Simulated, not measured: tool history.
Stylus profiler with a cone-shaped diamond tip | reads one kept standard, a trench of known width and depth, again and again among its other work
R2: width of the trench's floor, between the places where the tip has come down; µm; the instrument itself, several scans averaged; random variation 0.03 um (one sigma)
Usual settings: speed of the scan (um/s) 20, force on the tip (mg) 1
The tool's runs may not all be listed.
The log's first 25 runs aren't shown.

{"run": 26, "hour": 313.3, "speed of the scan (um/s)": 26, "force on the tip (mg)": 1.64, "depth of the trench (Å)": 2019.5, "R2": 17.07}
{"hour": 326.0, "done": "new tip fitted, height scale calibrated"}
{"run": 27, "hour": 329.7, "speed of the scan (um/s)": 26, "force on the tip (mg)": 1.64, "depth of the trench (Å)": 2026.7, "R2": 18.16}
{"run": 28, "hour": 339.6, "speed of the scan (um/s)": 72, "force on the tip (mg)": 2.72, "depth of the trench (Å)": 2037.8, "R2": 18.05}
{"run": 29, "hour": 355.6, "speed of the scan (um/s)": 13, "force on the tip (mg)": 1.25, "depth of the trench (Å)": 2022.6, "R2": 18.17}
{"run": 30, "hour": 363.1, "speed of the scan (um/s)": 6, "force on the tip (mg)": 1, "depth of the trench (Å)": 2019.8, "R2": 18.2}
{"run": 31, "hour": 380.0, "speed of the scan (um/s)": 7, "force on the tip (mg)": 1.68, "depth of the trench (Å)": 2027, "R2": 18.25}
{"run": 32, "hour": 389.2, "speed of the scan (um/s)": 7, "force on the tip (mg)": 1.68, "depth of the trench (Å)": 2027.7, "R2": 18.23}
{"run": 33, "hour": 397.9, "speed of the scan (um/s)": 11, "force on the tip (mg)": 0.59, "depth of the trench (Å)": 2013.3, "R2": 18.15}
{"run": 34, "hour": 405.9, "speed of the scan (um/s)": 11, "force on the tip (mg)": 0.59, "depth of the trench (Å)": 2013.8, "R2": 18.17}
{"run": 35, "hour": 419.0, "speed of the scan (um/s)": 11, "force on the tip (mg)": 0.59, "depth of the trench (Å)": 2014.2, "R2": 18.13}
{"run": 36, "hour": 431.4, "speed of the scan (um/s)": 23, "force on the tip (mg)": 0.4, "depth of the trench (Å)": 2010.9, "R2": 17.97}
{"run": 37, "hour": 446.8, "speed of the scan (um/s)": 6, "force on the tip (mg)": 0.54, "depth of the trench (Å)": 2012.8, "R2": 18.17}
{"run": 38, "hour": 459.8, "speed of the scan (um/s)": 6, "force on the tip (mg)": 0.54, "depth of the trench (Å)": 2013, "R2": 18.1}
{"run": 39, "hour": 473.3, "speed of the scan (um/s)": 69, "force on the tip (mg)": 0.69, "depth of the trench (Å)": 2014.8, "R2": 17.75}

Forecast each of these 4 alternatives for the next run:
{"run": "A", "hour": 481.4, "speed of the scan (um/s)": 20, "force on the tip (mg)": 0.57, "depth of the trench (Å)": "?", "R2": "?"}
{"run": "B", "hour": 481.4, "speed of the scan (um/s)": 19, "force on the tip (mg)": 0.71, "depth of the trench (Å)": "?", "R2": "?"}
{"run": "C", "hour": 481.4, "speed of the scan (um/s)": 69, "force on the tip (mg)": 0.34, "depth of the trench (Å)": "?", "R2": "?"}
{"run": "D", "hour": 481.4, "speed of the scan (um/s)": 11, "force on the tip (mg)": 0.35, "depth of the trench (Å)": "?", "R2": "?"}

run=A depth_of_the_trench_(Å)=2013.2 R2=18.11
run=B depth_of_the_trench_(Å)=2015 R2=18.06
run=C depth_of_the_trench_(Å)=2010.3 R2=17.56
run=D depth_of_the_trench_(Å)=2009.8 R2=18.08
Without the tool's hidden state the same runs would have given:
run=A depth_of_the_trench_(Å)=2013 R2=18.22
run=B depth_of_the_trench_(Å)=2014.8 R2=18.17
run=C depth_of_the_trench_(Å)=2010 R2=17.66
run=D depth_of_the_trench_(Å)=2009.6 R2=18.18
